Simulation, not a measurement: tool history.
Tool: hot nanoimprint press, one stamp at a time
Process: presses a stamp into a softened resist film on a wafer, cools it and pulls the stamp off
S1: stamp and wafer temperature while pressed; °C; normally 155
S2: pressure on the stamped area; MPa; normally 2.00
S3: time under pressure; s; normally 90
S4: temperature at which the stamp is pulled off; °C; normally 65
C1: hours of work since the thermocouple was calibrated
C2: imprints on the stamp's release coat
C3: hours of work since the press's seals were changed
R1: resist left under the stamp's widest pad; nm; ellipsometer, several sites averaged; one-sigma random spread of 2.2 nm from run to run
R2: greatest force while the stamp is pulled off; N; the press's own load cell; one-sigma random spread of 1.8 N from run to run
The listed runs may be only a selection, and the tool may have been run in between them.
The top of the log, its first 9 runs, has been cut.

| run | hour | S1 | S2 | S3 | S4 | C1 | C2 | C3 | R1 | R2 |
|---|---|---|---|---|---|---|---|---|---|---|
| 10 | 149.2 | 155 | 2.00 | 90 | 65 | 301 | 83 | 224 | 371.8 | 94 |
| 11 | 161.0 | 155 | 2.00 | 47 | 65 | 308 | 138 | 231 | 459.8 | 91 |
| 12 | 172.6 | 155 | 2.00 | 47 | 65 | 315 | 192 | 238 | 463.0 | 94 |
| 13 | 188.7 | 155 | 2.00 | 47 | 69 | 325 | 267 | 248 | 457.9 | 85 |
| 14 | 206.1 | 155 | 2.00 | 47 | 69 | 335 | 347 | 258 | 464.7 | 91 |
| 15 | 226.9 | 155 | 2.00 | 47 | 69 | 347 | 444 | 271 | 466.9 | 88 |
| 16 | 243.5 | 155 | 2.56 | 90 | 65 | 357 | 521 | 281 | 347.5 | 98 |
| 17 | 262.0 | 151 | 2.56 | 90 | 58 | 368 | 606 | 292 | 415.9 | 113 |
| 18 | 278.4 | 164 | 2.09 | 90 | 65 | 378 | 683 | 301 | 248.9 | 101 |
| 19 | 289.9 | 164 | 2.09 | 58 | 58 | 385 | 736 | 308 | 301.9 | 114 |
| 20 | 301.8 | 164 | 2.09 | 58 | 58 | 392 | 791 | 315 | 300.4 | 118 |
| 21 | 324.1 | 155 | 2.00 | 124 | 65 | 406 | 895 | 329 | 346.6 | 106 |
| 22 | 335.9 | 145 | 2.00 | 82 | 71 | 413 | 949 | 336 | 564.2 | 92 |
| 23 | 351.2 | 155 | 2.84 | 90 | 65 | 422 | 1021 | 345 | 344.6 | 104 |

Run 24, settings as shown, results not yet in. Your forecast:
| 24 | 370.5 | 155 | 2.84 | 53 | 59 | 433 | 1110 | 357 | ? | ? |

Run 24 came out at R1 407.8 nm, R2 118 N.
Were there no unlogged condition in the tool, this run, its random variation unchanged, would have produced R1 372.0 nm, R2 102 N.

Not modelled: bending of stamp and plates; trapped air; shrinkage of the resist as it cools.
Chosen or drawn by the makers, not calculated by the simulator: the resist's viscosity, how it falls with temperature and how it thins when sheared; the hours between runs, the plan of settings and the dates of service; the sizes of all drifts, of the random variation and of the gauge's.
